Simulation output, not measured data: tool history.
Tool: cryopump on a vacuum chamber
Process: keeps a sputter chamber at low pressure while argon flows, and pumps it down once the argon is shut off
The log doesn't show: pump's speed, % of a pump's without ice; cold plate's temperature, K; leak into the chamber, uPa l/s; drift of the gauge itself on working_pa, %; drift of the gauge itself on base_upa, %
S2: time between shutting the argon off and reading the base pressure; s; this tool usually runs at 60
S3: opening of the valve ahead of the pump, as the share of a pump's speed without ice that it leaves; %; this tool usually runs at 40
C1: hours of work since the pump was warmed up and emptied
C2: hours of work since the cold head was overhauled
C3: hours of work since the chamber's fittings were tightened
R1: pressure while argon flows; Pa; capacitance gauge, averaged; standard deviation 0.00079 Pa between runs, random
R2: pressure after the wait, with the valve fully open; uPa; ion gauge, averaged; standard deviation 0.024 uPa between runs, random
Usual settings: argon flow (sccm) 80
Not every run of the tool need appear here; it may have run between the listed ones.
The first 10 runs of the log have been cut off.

{"run": 11, "hour": 238.5, "argon flow (sccm)": 80, "S2": 24, "S3": 16, "C1": 552, "C2": 552, "C3": 610, "R1": 0.3878, "R2": 2.66}
{"run": 12, "hour": 257.2, "argon flow (sccm)": 80, "S2": 52, "S3": 40, "C1": 560, "C2": 560, "C3": 618, "R1": 0.1617, "R2": 1.39}
{"run": 13, "hour": 272.2, "argon flow (sccm)": 80, "S2": 48, "S3": 40, "C1": 566, "C2": 566, "C3": 624, "R1": 0.1614, "R2": 1.49}
{"run": 14, "hour": 301.7, "argon flow (sccm)": 80, "S2": 60, "S3": 40, "C1": 579, "C2": 579, "C3": 637, "R1": 0.1622, "R2": 1.23}
{"run": 15, "hour": 318.3, "argon flow (sccm)": 80, "S2": 60, "S3": 40, "C1": 586, "C2": 586, "C3": 644, "R1": 0.1621, "R2": 1.27}
{"run": 16, "hour": 335.1, "argon flow (sccm)": 80, "S2": 60, "S3": 40, "C1": 593, "C2": 593, "C3": 651, "R1": 0.1623, "R2": 1.19}
{"run": 17, "hour": 350.8, "argon flow (sccm)": 80, "S2": 60, "S3": 40, "C1": 600, "C2": 600, "C3": 658, "R1": 0.1632, "R2": 1.26}
{"run": 18, "hour": 378.9, "argon flow (sccm)": 109, "S2": 209, "S3": 40, "C1": 612, "C2": 612, "C3": 670, "R1": 0.2216, "R2": 0.53}
{"run": 19, "hour": 393.2, "argon flow (sccm)": 88, "S2": 24, "S3": 40, "C1": 618, "C2": 618, "C3": 676, "R1": 0.1772, "R2": 2.66}
{"run": 20, "hour": 412.0, "argon flow (sccm)": 37, "S2": 64, "S3": 55, "C1": 626, "C2": 626, "C3": 684, "R1": 0.0555, "R2": 1.22}
{"run": 21, "hour": 444.2, "argon flow (sccm)": 80, "S2": 69, "S3": 22, "C1": 640, "C2": 640, "C3": 698, "R1": 0.2867, "R2": 1.2}
{"run": 22, "hour": 474.5, "argon flow (sccm)": 80, "S2": 180, "S3": 22, "C1": 653, "C2": 653, "C3": 710, "R1": 0.2886, "R2": 0.6}
{"run": 23, "hour": 492.9, "argon flow (sccm)": 80, "S2": 180, "S3": 22, "C1": 661, "C2": 661, "C3": 718, "R1": 0.2877, "R2": 0.63}
{"run": 24, "hour": 514.5, "argon flow (sccm)": 80, "S2": 180, "S3": 22, "C1": 670, "C2": 670, "C3": 727, "R1": 0.2882, "R2": 0.64}
{"run": 25, "hour": 534.4, "argon flow (sccm)": 80, "S2": 138, "S3": 40, "C1": 678, "C2": 678, "C3": 736, "R1": 0.164, "R2": 0.7}
{"run": 26, "hour": 557.8, "argon flow (sccm)": 35, "S2": 82, "S3": 40, "C1": 688, "C2": 688, "C3": 746, "R1": 0.0723, "R2": 1.03}
{"run": 27, "hour": 579.9, "argon flow (sccm)": 35, "S2": 82, "S3": 40, "C1": 698, "C2": 698, "C3": 755, "R1": 0.0723, "R2": 1.05}
{"run": 28, "hour": 595.5, "argon flow (sccm)": 140, "S2": 126, "S3": 19, "C1": 704, "C2": 704, "C3": 762, "R1": 0.5833, "R2": 0.75}
{"run": 29, "hour": 623.0, "argon flow (sccm)": 141, "S2": 126, "S3": 15, "C1": 716, "C2": 716, "C3": 774, "R1": 0.7366, "R2": 0.78}
{"run": 30, "hour": 648.7, "argon flow (sccm)": 141, "S2": 126, "S3": 15, "C1": 727, "C2": 727, "C3": 785, "R1": 0.7362, "R2": 0.76}
{"run": 31, "hour": 663.9, "argon flow (sccm)": 73, "S2": 181, "S3": 22, "C1": 734, "C2": 734, "C3": 791, "R1": 0.265, "R2": 0.67}
{"run": 32, "hour": 682.2, "argon flow (sccm)": 46, "S2": 278, "S3": 22, "C1": 741, "C2": 741, "C3": 799, "R1": 0.1674, "R2": 0.51}
{"run": 33, "hour": 696.3, "argon flow (sccm)": 46, "S2": 278, "S3": 22, "C1": 747, "C2": 747, "C3": 805, "R1": 0.1659, "R2": 0.49}
{"run": 34, "hour": 711.4, "argon flow (sccm)": 80, "S2": 27, "S3": 18, "C1": 754, "C2": 754, "C3": 812, "R1": 0.3515, "R2": 2.46}

Consider 5 possible next runs. They are alternatives, not a sequence: every one starts from the tool as it was left by run 34. What does each give?
{"run": "A", "hour": 741.5, "argon flow (sccm)": 148, "S2": 21, "S3": 46, "C1": 767, "C2": 767, "C3": 824, "R1": "?", "R2": "?"}
{"run": "B", "hour": 741.5, "argon flow (sccm)": 80, "S2": 254, "S3": 40, "C1": 767, "C2": 767, "C3": 824, "R1": "?", "R2": "?"}
{"run": "C", "hour": 741.5, "argon flow (sccm)": 80, "S2": 27, "S3": 47, "C1": 767, "C2": 767, "C3": 824, "R1": "?", "R2": "?"}
{"run": "D", "hour": 741.5, "argon flow (sccm)": 80, "S2": 92, "S3": 38, "C1": 767, "C2": 767, "C3": 824, "R1": "?", "R2": "?"}
{"run": "E", "hour": 741.5, "argon flow (sccm)": 150, "S2": 20, "S3": 40, "C1": 767, "C2": 767, "C3": 824, "R1": "?", "R2": "?"}

run=A R1=0.2687 R2=3.05
run=B R1=0.1659 R2=0.54
run=C R1=0.1429 R2=2.45
run=D R1=0.1744 R2=0.92
run=E R1=0.3110 R2=3.22
Take away the tool's hidden state, keep each run's random variation, and the runs would have read:
run=A R1=0.2440 R2=2.86
run=B R1=0.1525 R2=0.36
run=C R1=0.1294 R2=2.27
run=D R1=0.1610 R2=0.74
run=E R1=0.2858 R2=3.03
